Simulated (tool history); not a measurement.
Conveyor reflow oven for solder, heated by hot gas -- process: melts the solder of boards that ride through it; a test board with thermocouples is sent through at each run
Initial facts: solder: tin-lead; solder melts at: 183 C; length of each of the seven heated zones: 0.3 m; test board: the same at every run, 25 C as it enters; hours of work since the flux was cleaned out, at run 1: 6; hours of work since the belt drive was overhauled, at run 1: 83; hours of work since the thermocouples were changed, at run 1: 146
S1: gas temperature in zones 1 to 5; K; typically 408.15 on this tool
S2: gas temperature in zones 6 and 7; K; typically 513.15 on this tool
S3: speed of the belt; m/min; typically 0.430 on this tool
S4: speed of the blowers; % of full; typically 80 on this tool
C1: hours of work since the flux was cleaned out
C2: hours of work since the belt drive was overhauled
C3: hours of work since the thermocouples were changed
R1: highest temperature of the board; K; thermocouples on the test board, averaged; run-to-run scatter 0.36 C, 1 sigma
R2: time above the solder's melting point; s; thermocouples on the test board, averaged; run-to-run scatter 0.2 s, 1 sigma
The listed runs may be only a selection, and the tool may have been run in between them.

| run | hour | S1 | S2 | S3 | S4 | C1 | C2 | C3 | R1 | R2 |
|---|---|---|---|---|---|---|---|---|---|---|
| 1 | 0.0 | 408.15 | 513.15 | 0.430 | 80 | 6 | 83 | 146 | 499.95 | 69.2 |
| 2 | 12.2 | 408.15 | 513.15 | 0.430 | 80 | 13 | 91 | 154 | 499.75 | 68.8 |
| 3 | 32.6 | 408.15 | 513.15 | 0.430 | 80 | 26 | 103 | 167 | 499.15 | 68.6 |
| 4 | 52.3 | 408.15 | 513.15 | 0.430 | 80 | 38 | 116 | 179 | 498.65 | 68.7 |
| 5 | 63.2 | 408.15 | 513.15 | 0.430 | 80 | 45 | 123 | 186 | 499.25 | 68.9 |
|  | 69.2 | flux residue cleaned out of gas plates and filters |
| 6 | 81.1 | 408.15 | 513.15 | 0.430 | 80 | 7 | 131 | 194 | 498.85 | 68.2 |
| 7 | 101.4 | 408.15 | 513.15 | 0.430 | 80 | 20 | 143 | 207 | 498.35 | 68.1 |
| 8 | 110.4 | 408.15 | 513.15 | 0.430 | 80 | 26 | 149 | 212 | 497.95 | 68.4 |
| 9 | 130.4 | 408.15 | 513.15 | 0.430 | 80 | 38 | 161 | 225 | 498.05 | 68.4 |
| 10 | 143.6 | 405.15 | 512.15 | 0.454 | 58 | 46 | 170 | 233 | 487.75 | 53.5 |
| 11 | 156.8 | 419.15 | 512.15 | 0.378 | 51 | 55 | 178 | 241 | 494.25 | 78.6 |
|  | 166.2 | flux residue cleaned out of gas plates and filters, once more |
| 12 | 178.6 | 419.15 | 521.15 | 0.378 | 51 | 8 | 188 | 252 | 503.35 | 85.1 |
| 13 | 198.8 | 409.15 | 520.15 | 0.518 | 51 | 20 | 201 | 264 | 486.55 | 46.1 |
| 14 | 209.2 | 409.15 | 520.15 | 0.518 | 51 | 27 | 207 | 271 | 486.35 | 46.2 |
| 15 | 225.2 | 409.15 | 520.15 | 0.518 | 51 | 37 | 217 | 281 | 486.15 | 45.9 |
| 16 | 236.6 | 408.15 | 513.15 | 0.503 | 58 | 44 | 225 | 288 | 485.25 | 47.6 |
| 17 | 248.5 | 409.15 | 514.15 | 0.448 | 58 | 51 | 232 | 295 | 490.75 | 60.1 |

Here are 5 independent what-if runs from the current tool condition. What would each one return?
| A | 262.2 | 408.15 | 513.15 | 0.442 | 64 | 60 | 241 | 304 | ? | ? |
| B | 262.2 | 400.15 | 505.15 | 0.430 | 62 | 60 | 241 | 304 | ? | ? |
| C | 262.2 | 408.15 | 513.15 | 0.492 | 80 | 60 | 241 | 304 | ? | ? |
| D | 262.2 | 423.15 | 513.15 | 0.430 | 80 | 60 | 241 | 304 | ? | ? |
| E | 262.2 | 415.15 | 513.15 | 0.454 | 59 | 60 | 241 | 304 | ? | ? |

| run | R1 | R2 |
|---|---|---|
| A | 492.55 | 62.0 |
| B | 484.45 | 53.6 |
| C | 494.55 | 56.8 |
| D | 501.15 | 75.5 |
| E | 491.05 | 60.8 |
Stripped of hidden state, with their random variation kept, the same runs would have yielded:
| run | R1 | R2 |
|---|---|---|
| A | 493.55 | 62.5 |
| B | 485.45 | 54.3 |
| C | 495.75 | 57.3 |
| D | 502.15 | 75.7 |
| E | 492.05 | 61.3 |
